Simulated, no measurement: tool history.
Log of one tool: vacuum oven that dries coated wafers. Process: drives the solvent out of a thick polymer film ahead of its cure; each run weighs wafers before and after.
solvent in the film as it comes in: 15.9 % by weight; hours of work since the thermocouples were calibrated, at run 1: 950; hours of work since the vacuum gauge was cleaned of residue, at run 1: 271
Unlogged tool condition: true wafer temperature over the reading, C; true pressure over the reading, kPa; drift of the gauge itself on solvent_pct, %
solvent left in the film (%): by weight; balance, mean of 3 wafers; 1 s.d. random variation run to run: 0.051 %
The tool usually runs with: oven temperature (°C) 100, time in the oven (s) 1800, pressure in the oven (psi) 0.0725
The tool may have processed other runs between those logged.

| run | hour | oven temperature (°C) | time in the oven (s) | pressure in the oven (psi) | hours of work since the thermocouples were calibrated | hours of work since the vacuum gauge was cleaned of residue | solvent left in the film (%) |
|---|---|---|---|---|---|---|---|
| 1 | 0 | 100 | 1800 | 0.0725 | 950 | 271 | 1.17 |
| 2 | 67.5 | 85 | 1800 | 0.0725 | 996 | 317 | 4.46 |
|  | 123.4 | oven's thermocouples calibrated |
| 3 | 131.6 | 85 | 1800 | 0.0725 | 6 | 358 | 4.18 |
| 4 | 171.1 | 85 | 1800 | 0.0725 | 32 | 385 | 4.18 |
| 5 | 240.4 | 85 | 1800 | 0.0725 | 79 | 432 | 4.2 |
| 6 | 307.4 | 85 | 1800 | 0.0725 | 124 | 477 | 4.29 |
| 7 | 361.3 | 100 | 1800 | 0.0885 | 160 | 513 | 1.14 |
| 8 | 435.7 | 100 | 1800 | 0.0885 | 210 | 563 | 1.17 |
| 9 | 507.2 | 100 | 1800 | 0.0885 | 258 | 611 | 1.24 |
| 10 | 570.4 | 110 | 1800 | 0.0725 | 301 | 654 | 0.42 |
| 11 | 621.4 | 95 | 1440 | 0.1391 | 335 | 688 | 2.94 |
| 12 | 698.4 | 103 | 1080 | 0.219 | 387 | 740 | 2.51 |
| 13 | 768.4 | 103 | 1080 | 0.219 | 434 | 787 | 2.56 |
| 14 | 822.8 | 105 | 1560 | 0.0988 | 471 | 824 | 0.93 |
| 15 | 881.7 | 91 | 1800 | 0.0725 | 511 | 863 | 2.8 |
| 16 | 937.2 | 100 | 1800 | 0.0725 | 548 | 901 | 1.21 |
| 17 | 986.8 | 100 | 1260 | 0.0725 | 581 | 934 | 2.19 |
| 18 | 1051 | 100 | 1260 | 0.0725 | 625 | 977 | 2.27 |

How the hidden state differs across the entries between the runs, from the last listed run before each to the first after it:
Runs 2 to 3: oven's thermocouples calibrated (hour 123.4)
  true wafer temperature over the reading, C: -1.13 -> -0.21; true pressure over the reading, kPa: 0.097 -> 0.109
  difference, measured minus the result without the unlogged condition, solvent left in the film (%): +0.4 -> +0.15
